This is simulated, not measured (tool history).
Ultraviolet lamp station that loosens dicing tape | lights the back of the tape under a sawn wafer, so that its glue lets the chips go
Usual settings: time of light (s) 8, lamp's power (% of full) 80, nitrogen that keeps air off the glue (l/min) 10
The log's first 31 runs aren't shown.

run    hour  time of light (s)  lamp's power (% of full)  nitrogen that keeps air off the glue (l/min)  hours of work of the lamp  hours of work since the window was cleaned  force that peels the tape off (N)  light that reached the tape (J/m2)
 32   788.4                  7                        69                                            10                         30                                          50                              1.464                                3820
 33   818.2                  4                        97                                             3                         48                                          68                              3.115                                3080
 34   851.0                  6                        86                                             3                         68                                          88                              2.360                                4110
 35   867.2                  6                        65                                             9                         78                                          98                              2.043                                3050
 36   895.2                  6                        65                                             9                         95                                         115                              2.128                                3040
 37   920.8                  6                        65                                             9                        110                                         130                              2.059                                3030
 38   937.4                  5                        72                                             6                        121                                         140                              2.642                                2810
 39   953.8                  6                        92                                             9                        130                                         150                              1.293                                4330
 40   987.3                 15                        94                                             8                        151                                         171                              0.271                               10890
 41  1001.7                  8                        86                                             4                        159                                         179                              1.514                                5320
 42  1020.7                 13                        70                                             4                        171                                         191                              0.932                                6890
 43  1043.5                 13                        70                                             4                        185                                         205                              0.987                                6840
 44  1072.4                 13                        70                                             4                        202                                         222                              0.965                                6850

Forecast each of these 3 alternatives for the next run:
  A  1105.8                 10                        97                                            19                        223                                         242                                  ?                                   ?
  B  1105.8                 13                        85                                             4                        223                                         242                                  ?                                   ?
  C  1105.8                  9                        80                                            13                        223                                         242                                  ?                                   ?

run  force that peels the tape off (N)  light that reached the tape (J/m2)
  A                              0.347                                7230
  B                              0.682                                8320
  C                              0.707                                5370
Without the tool's hidden state the same runs would have given:
run  force that peels the tape off (N)  light that reached the tape (J/m2)
  A                              0.305                                7890
  B                              0.577                                9090
  C                              0.599                                5870

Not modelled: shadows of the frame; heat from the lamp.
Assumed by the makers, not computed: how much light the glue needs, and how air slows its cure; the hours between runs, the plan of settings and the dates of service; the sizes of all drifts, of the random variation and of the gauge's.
